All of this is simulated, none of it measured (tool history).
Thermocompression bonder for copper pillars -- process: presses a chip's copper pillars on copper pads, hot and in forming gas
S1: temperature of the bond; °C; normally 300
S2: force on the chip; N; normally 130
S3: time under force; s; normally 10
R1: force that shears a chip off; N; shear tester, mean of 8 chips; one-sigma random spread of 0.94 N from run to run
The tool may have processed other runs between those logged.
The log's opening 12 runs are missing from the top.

run,hour,S1,S2,S3,R1
13,706.5,300,130,11,78.7
14,795.6,300,130,11,77.2
15,866,300,130,11,75
16,928.1,300,130,11,74.2
# hour 988.1: heater calibrated with a thermocouple chip
# hour 1008.4: forming gas filter changed
17,1014.6,300,130,11,75.8
18,1061.8,300,130,11,75.2
19,1128.8,300,130,11,72.2
20,1196.4,300,130,11,72
# hour 1210: force cell calibrated
21,1260.6,300,130,11,78.2
22,1307.4,301,130,8,70.3
23,1368.8,300,162,25,105.8
24,1407.8,286,162,19,87.2
25,1460.1,300,130,9,69.2
# hour 1514.4: forming gas filter changed
26,1522.8,300,130,9,77.6
27,1598.8,300,95,9,55.7

Run 28 comes next. What will it give?
28,1675.7,300,95,9,?

Run 28 gave R1 54.8 N.
If the tool had no hidden condition, the same run with the same run-to-run variation would have returned R1 56.5 N.

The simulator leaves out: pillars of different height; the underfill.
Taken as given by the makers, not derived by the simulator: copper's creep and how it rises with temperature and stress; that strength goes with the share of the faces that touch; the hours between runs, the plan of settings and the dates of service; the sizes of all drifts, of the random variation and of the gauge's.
